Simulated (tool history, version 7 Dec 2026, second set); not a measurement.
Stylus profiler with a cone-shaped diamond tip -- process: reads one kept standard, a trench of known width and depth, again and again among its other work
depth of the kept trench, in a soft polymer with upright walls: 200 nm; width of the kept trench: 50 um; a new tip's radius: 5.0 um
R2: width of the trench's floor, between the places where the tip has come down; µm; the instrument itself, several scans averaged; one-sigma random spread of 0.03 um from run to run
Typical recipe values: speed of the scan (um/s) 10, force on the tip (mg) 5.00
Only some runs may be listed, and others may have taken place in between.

Run 1, hour 0.0: usual settings. Result: depth of the trench (Å) 2041.2, R2 46.93 µm.
Run 2, hour 27.3: usual settings. Result: depth of the trench (Å) 2042.2, R2 46.96 µm.
Run 3, hour 55.1: usual settings. Result: depth of the trench (Å) 2042.5, R2 46.90 µm.
Run 4, hour 82.5: usual settings. Result: depth of the trench (Å) 2041.7, R2 46.89 µm.
Run 5, hour 97.0: usual settings. Result: depth of the trench (Å) 2041.4, R2 46.87 µm.
Run 6, hour 130.6: usual settings. Result: depth of the trench (Å) 2042.1, R2 46.90 µm.
Run 7, hour 145.4: usual settings but force on the tip (mg) 2.76. Result: depth of the trench (Å) 2027.6, R2 46.88 µm.
Run 8, hour 165.2: usual settings but speed of the scan (um/s) 34. Result: depth of the trench (Å) 2041.2, R2 46.76 µm.
Run 9, hour 192.0: usual settings but force on the tip (mg) 8.86. Result: depth of the trench (Å) 2063.2, R2 46.85 µm.
Run 10, hour 214.4: usual settings but force on the tip (mg) 8.86. Result: depth of the trench (Å) 2061.8, R2 46.83 µm.
Run 11, hour 245.5: usual settings but force on the tip (mg) 8.86. Result: depth of the trench (Å) 2061.0, R2 46.85 µm.
Run 12, hour 274.3: usual settings but force on the tip (mg) 8.86. Result: depth of the trench (Å) 2062.4, R2 46.88 µm.
At hour 277.9: height scale calibrated on a step standard.
Run 13, hour 304.1: usual settings but force on the tip (mg) 8.86. Result: depth of the trench (Å) 2059.1, R2 46.86 µm.
Run 14, hour 327.2: usual settings but force on the tip (mg) 8.86. Result: depth of the trench (Å) 2059.9, R2 46.87 µm.
Run 15, hour 349.9: usual settings but force on the tip (mg) 8.86. Result: depth of the trench (Å) 2060.0, R2 46.87 µm.
Run 16, hour 381.7: usual settings but speed of the scan (um/s) 38, force on the tip (mg) 8.86. Result: depth of the trench (Å) 2058.9, R2 46.77 µm.
Run 17, hour 417.7: usual settings. Result: depth of the trench (Å) 2036.6, R2 46.81 µm.
At hour 422.5: height scale calibrated on a step standard, once more.
Run 18, hour 440.4: usual settings. Result: depth of the trench (Å) 2045.3, R2 46.75 µm.
Run 19, hour 465.4: usual settings. Result: depth of the trench (Å) 2046.4, R2 46.82 µm.
Run 20, hour 490.5: usual settings. Result: depth of the trench (Å) 2046.2, R2 46.80 µm.
Run 21, hour 522.0: usual settings. Result: depth of the trench (Å) 2045.0, R2 46.79 µm.
Run 22, hour 542.5: usual settings but speed of the scan (um/s) 9. Result: depth of the trench (Å) 2046.2, R2 46.78 µm.
Run 23, hour 571.3: usual settings but speed of the scan (um/s) 9. Result: depth of the trench (Å) 2045.8, R2 46.77 µm.
Run 24, hour 591.5: usual settings but speed of the scan (um/s) 25, force on the tip (mg) 9.15. Result: depth of the trench (Å) 2067.4, R2 46.70 µm.
Run 25, hour 617.4: usual settings but speed of the scan (um/s) 25, force on the tip (mg) 9.15. Result: depth of the trench (Å) 2067.4, R2 46.70 µm.
Run 26, hour 643.1: usual settings but speed of the scan (um/s) 37, force on the tip (mg) 11.14. Result: depth of the trench (Å) 2077.6, R2 46.67 µm.
Run 27, hour 673.3: usual settings but speed of the scan (um/s) 3, force on the tip (mg) 12.02. Result: depth of the trench (Å) 2081.9, R2 46.77 µm.
Run 28, hour 693.1: usual settings but force on the tip (mg) 5.69. Result: depth of the trench (Å) 2049.1, R2 46.73 µm.
Run 29, hour 716.9: usual settings but speed of the scan (um/s) 27. Result: depth of the trench (Å) 2045.1, R2 46.62 µm.
Run 30, hour 731.5: usual settings but speed of the scan (um/s) 27. Result: depth of the trench (Å) 2044.9, R2 46.58 µm.
Run 31, hour 749.0: usual settings but speed of the scan (um/s) 3, force on the tip (mg) 2.13. Result: depth of the trench (Å) 2025.4, R2 46.74 µm.
Run 32, hour 764.3: usual settings but speed of the scan (um/s) 3, force on the tip (mg) 2.13. Result: depth of the trench (Å) 2024.6, R2 46.72 µm.
Run 33, hour 797.5: usual settings but speed of the scan (um/s) 7, force on the tip (mg) 7.24. Result: depth of the trench (Å) 2057.9, R2 46.74 µm.
Run 34, hour 821.0: usual settings but speed of the scan (um/s) 3, force on the tip (mg) 7.23. Result: depth of the trench (Å) 2059.9, R2 46.69 µm.
Run 35, hour 847.8: usual settings but speed of the scan (um/s) 3, force on the tip (mg) 7.23. Result: depth of the trench (Å) 2057.4, R2 46.72 µm.
Run 36, hour 862.5: usual settings but speed of the scan (um/s) 6, force on the tip (mg) 3.29. Result: depth of the trench (Å) 2033.6, R2 46.69 µm.
Run 37, hour 884.8: usual settings but speed of the scan (um/s) 4, force on the tip (mg) 11.26. Result: depth of the trench (Å) 2077.9, R2 46.79 µm.
Run 38, hour 913.2: usual settings but speed of the scan (um/s) 15, force on the tip (mg) 7.71. Result: depth of the trench (Å) 2059.5, R2 46.68 µm.
Run 39, hour 940.0: usual settings but speed of the scan (um/s) 15, force on the tip (mg) 2.57. Result: depth of the trench (Å) 2027.6, R2 46.64 µm.
Run 40, hour 965.5: usual settings but speed of the scan (um/s) 4, force on the tip (mg) 6.76. Result: depth of the trench (Å) 2054.8, R2 46.71 µm.
Run 41, hour 996.3: usual settings but speed of the scan (um/s) 4, force on the tip (mg) 6.76. Result: depth of the trench (Å) 2053.4, R2 46.69 µm.
Run 42, hour 1013.6: usual settings but speed of the scan (um/s) 3, force on the tip (mg) 3.11. Result: depth of the trench (Å) 2031.5, R2 46.70 µm.
Run 43, hour 1040.3: usual settings but speed of the scan (um/s) 3, force on the tip (mg) 3.11. Result: depth of the trench (Å) 2030.4, R2 46.68 µm.
Run 44, hour 1057.1: usual settings but speed of the scan (um/s) 18, force on the tip (mg) 2.98. Result: depth of the trench (Å) 2031.4, R2 46.59 µm.
Run 45, hour 1090.0: usual settings but speed of the scan (um/s) 18, force on the tip (mg) 2.98. Result: depth of the trench (Å) 2030.2, R2 46.56 µm.

Alternative continuations, all from the tool just after run 45; predict every row:
Run A, hour 1106.2: usual settings but speed of the scan (um/s) 18, force on the tip (mg) 8.39. Result: depth of the trench (Å) ?, R2 ?.
Run B, hour 1106.2: usual settings but speed of the scan (um/s) 9, force on the tip (mg) 7.84. Result: depth of the trench (Å) ?, R2 ?.
Run C, hour 1106.2: usual settings but force on the tip (mg) 14.48. Result: depth of the trench (Å) ?, R2 ?.
Run D, hour 1106.2: usual settings but speed of the scan (um/s) 3, force on the tip (mg) 2.91. Result: depth of the trench (Å) ?, R2 ?.
Run E, hour 1106.2: usual settings but speed of the scan (um/s) 13, force on the tip (mg) 3.22. Result: depth of the trench (Å) ?, R2 ?.

run  depth of the trench (Å)     R2
  A                   2062.5  46.57
  B                   2058.6  46.62
  C                   2090.2  46.65
  D                   2030.6  46.64
  E                   2032.1  46.58
Stripped of hidden state, with their random variation kept, the same runs would have yielded:
run  depth of the trench (Å)     R2
  A                   2064.1  47.11
  B                   2060.3  47.15
  C                   2091.9  47.19
  D                   2032.2  47.17
  E                   2033.7  47.12
